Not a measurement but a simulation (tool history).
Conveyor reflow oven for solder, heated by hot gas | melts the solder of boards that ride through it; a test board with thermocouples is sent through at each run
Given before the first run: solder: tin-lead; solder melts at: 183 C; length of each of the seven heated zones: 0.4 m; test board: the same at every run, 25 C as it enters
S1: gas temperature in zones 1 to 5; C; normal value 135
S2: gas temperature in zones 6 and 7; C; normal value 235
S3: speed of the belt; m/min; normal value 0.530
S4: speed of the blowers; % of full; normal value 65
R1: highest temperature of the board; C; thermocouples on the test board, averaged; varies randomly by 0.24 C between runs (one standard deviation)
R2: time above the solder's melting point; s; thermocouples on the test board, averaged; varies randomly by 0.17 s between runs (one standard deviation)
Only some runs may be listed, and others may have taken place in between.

run	hour	S1	S2	S3	S4	R1	R2
1	0.0	135	235	0.530	65	219.2	68.9
2	10.9	135	235	0.530	58	217.3	67.8
3	24.1	135	235	0.530	58	217.5	67.7
4	47.3	135	242	0.530	65	224.6	73.8
5	60.6	135	242	0.530	65	224.3	73.9
6	81.1	135	242	0.452	65	229.2	91.2
7	101.1	135	235	0.496	65	219.9	75.8
8	119.8	135	230	0.496	50	213.2	68.1
9	138.2	135	230	0.496	50	213.1	68.0
10	160.9	135	230	0.496	50	213.2	68.1
11	184.5	135	230	0.496	50	212.8	67.8
12	197.5	141	235	0.530	65	218.8	71.7
13	218.5	135	235	0.530	82	219.3	70.7
14	240.6	135	235	0.530	82	219.3	70.1

Consider 4 possible next runs. They are alternatives, not a sequence: every one starts from the tool as it was left by run 14. What does each give?
# hour 264.1: flux residue cleaned out of gas plates and filters
A	264.5	135	238	0.530	86	?	?
# hour 264.1: flux residue cleaned out of gas plates and filters
B	264.5	135	235	0.627	59	?	?
# hour 264.1: flux residue cleaned out of gas plates and filters
C	264.5	127	247	0.530	82	?	?
# hour 264.1: flux residue cleaned out of gas plates and filters
D	264.5	137	247	0.453	65	?	?

run	R1	R2
A	224.8	75.0
B	212.7	52.4
C	231.4	76.4
D	235.5	96.3
Take away the tool's hidden state, keep each run's random variation, and the runs would have read:
run	R1	R2
A	226.1	74.9
B	213.8	52.7
C	232.7	76.3
D	236.8	96.0
